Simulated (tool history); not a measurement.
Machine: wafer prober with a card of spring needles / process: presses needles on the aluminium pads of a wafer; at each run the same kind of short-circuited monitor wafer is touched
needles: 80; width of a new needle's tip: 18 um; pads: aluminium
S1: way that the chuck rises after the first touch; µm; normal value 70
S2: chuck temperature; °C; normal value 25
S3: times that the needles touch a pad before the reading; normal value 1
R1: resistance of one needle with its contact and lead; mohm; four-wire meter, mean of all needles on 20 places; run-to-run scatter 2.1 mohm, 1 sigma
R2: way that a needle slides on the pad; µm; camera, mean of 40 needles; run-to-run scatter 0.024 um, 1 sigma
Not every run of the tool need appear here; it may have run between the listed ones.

Run 1, hour 0.0: usual settings. Result: R1 259 mohm, R2 14.25 µm.
Run 2, hour 5.2: usual settings but S3 2. Result: R1 264 mohm, R2 14.25 µm.
Run 3, hour 10.9: usual settings but S3 2. Result: R1 270 mohm, R2 14.26 µm.
Run 4, hour 17.6: usual settings but S3 2. Result: R1 288 mohm, R2 14.25 µm.
Run 5, hour 26.9: usual settings. Result: R1 341 mohm, R2 14.21 µm.
Run 6, hour 30.9: usual settings but S3 2. Result: R1 302 mohm, R2 14.24 µm.
Run 7, hour 37.1: usual settings but S3 2. Result: R1 316 mohm, R2 14.24 µm.
Run 8, hour 44.7: usual settings but S3 2. Result: R1 318 mohm, R2 14.26 µm.
Run 9, hour 51.4: usual settings but S3 2. Result: R1 325 mohm, R2 14.29 µm.
Run 10, hour 56.2: usual settings but S1 68 µm, S3 2. Result: R1 332 mohm, R2 13.86 µm.
At hour 56.8: tips cleaned on abrasive film.
Run 11, hour 65.8: usual settings. Result: R1 478 mohm, R2 14.25 µm.
Run 12, hour 71.6: usual settings. Result: R1 472 mohm, R2 14.25 µm.
At hour 77.1: tips cleaned on abrasive film, once more.
Run 13, hour 80.3: usual settings. Result: R1 269 mohm, R2 14.20 µm.
Run 14, hour 88.9: usual settings. Result: R1 295 mohm, R2 14.24 µm.
Run 15, hour 98.4: usual settings but S2 84 °C. Result: R1 328 mohm, R2 14.23 µm.
Run 16, hour 107.5: usual settings but S2 91 °C. Result: R1 345 mohm, R2 14.24 µm.
Run 17, hour 115.8: usual settings but S1 66 µm. Result: R1 383 mohm, R2 13.39 µm.
Run 18, hour 121.2: usual settings. Result: R1 370 mohm, R2 14.21 µm.
Run 19, hour 126.8: usual settings but S3 3. Result: R1 288 mohm, R2 14.22 µm.
Run 20, hour 134.8: usual settings but S1 74 µm, S2 55 °C, S3 2. Result: R1 321 mohm, R2 14.99 µm.
At hour 139.7: tips cleaned on abrasive film.
Run 21, hour 143.1: usual settings but S2 89 °C. Result: R1 277 mohm, R2 14.27 µm.
Run 22, hour 148.3: usual settings but S1 81 µm, S2 80 °C. Result: R1 279 mohm, R2 16.44 µm.
Run 23, hour 157.8: usual settings but S1 63 µm, S2 101 °C. Result: R1 345 mohm, R2 12.78 µm.
Run 24, hour 164.6: usual settings but S1 63 µm, S2 101 °C. Result: R1 364 mohm, R2 12.78 µm.
Run 25, hour 169.3: usual settings but S1 63 µm, S2 119 °C. Result: R1 373 mohm, R2 12.78 µm.
Run 26, hour 178.8: usual settings but S1 63 µm. Result: R1 398 mohm, R2 12.77 µm.
Run 27, hour 187.7: usual settings but S1 67 µm, S3 2. Result: R1 326 mohm, R2 13.61 µm.
Run 28, hour 192.5: usual settings but S1 82 µm, S2 65 °C. Result: R1 347 mohm, R2 16.68 µm.

Run 29, settings as shown, results not yet in. Your forecast:
At hour 202.3: tips cleaned on abrasive film.
Run 29, hour 202.3: usual settings but S1 82 µm, S2 65 °C. Result: R1 ?, R2 ?.

{"run 29": {"R1": 254, "R2": 16.66}}
On a tool with no hidden condition, and with the same random variation, this run would have come out at R1 243 mohm, R2 16.75 µm.

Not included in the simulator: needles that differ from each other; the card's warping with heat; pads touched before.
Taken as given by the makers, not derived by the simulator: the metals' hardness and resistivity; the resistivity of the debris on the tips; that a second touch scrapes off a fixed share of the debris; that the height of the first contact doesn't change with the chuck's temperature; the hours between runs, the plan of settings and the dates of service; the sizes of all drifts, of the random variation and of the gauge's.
